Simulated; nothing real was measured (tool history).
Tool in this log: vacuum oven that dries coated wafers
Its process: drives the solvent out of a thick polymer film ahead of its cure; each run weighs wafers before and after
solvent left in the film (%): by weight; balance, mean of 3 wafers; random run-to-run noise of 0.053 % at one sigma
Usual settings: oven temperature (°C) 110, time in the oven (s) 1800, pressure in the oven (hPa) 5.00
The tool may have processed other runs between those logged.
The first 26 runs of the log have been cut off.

run	hour	oven temperature (°C)	time in the oven (s)	pressure in the oven (hPa)	hours of work since the thermocouples were calibrated	hours of work since the vacuum gauge was cleaned of residue	solvent left in the film (%)
27	551.4	118	3000	19.37	975	578	1.70
28	574.8	110	1800	4.40	990	593	2.37
29	603.6	101	1560	5.00	1008	612	5.93
30	618.9	108	1800	5.00	1018	621	3.02
31	641.2	108	1500	6.19	1032	635	3.90
32	666.0	122	2580	5.00	1048	651	0.49
33	691.9	106	1200	5.00	1064	668	5.63
34	716.5	106	1200	5.00	1080	683	5.66
35	735.1	106	1200	5.00	1092	695	5.70
36	759.9	119	1200	8.55	1108	711	2.28
37	774.7	107	1020	5.47	1117	720	6.40
38	789.3	120	1440	7.54	1126	730	1.51
39	811.0	120	1440	7.54	1140	743	1.46
40	831.7	96	2460	3.27	1153	756	5.12
41	850.7	112	2160	16.56	1165	769	2.74
42	863.4	115	1200	5.79	1173	777	3.07
43	887.8	115	1200	5.79	1189	792	2.99
44	915.1	118	1920	5.79	1206	809	1.21
45	928.8	118	1920	5.79	1215	818	1.05
46	946.5	110	1260	5.00	1226	829	4.20
47	966.3	110	1260	5.00	1239	842	4.32

Each row is a separate what-if for the run after 47, all from the same tool condition, not one after another. Results?
# hour 972.3: oven's thermocouples calibrated
A	984.5	105	1800	8.46	8	852	?
# hour 972.3: oven's thermocouples calibrated
B	984.5	121	1620	5.00	8	852	?
# hour 972.3: oven's thermocouples calibrated
C	984.5	110	2040	5.00	8	852	?

run	solvent left in the film (%)
A	3.40
B	0.69
C	1.40
Without the tool's hidden state the same runs would have given:
run	solvent left in the film (%)
A	3.43
B	0.67
C	1.39

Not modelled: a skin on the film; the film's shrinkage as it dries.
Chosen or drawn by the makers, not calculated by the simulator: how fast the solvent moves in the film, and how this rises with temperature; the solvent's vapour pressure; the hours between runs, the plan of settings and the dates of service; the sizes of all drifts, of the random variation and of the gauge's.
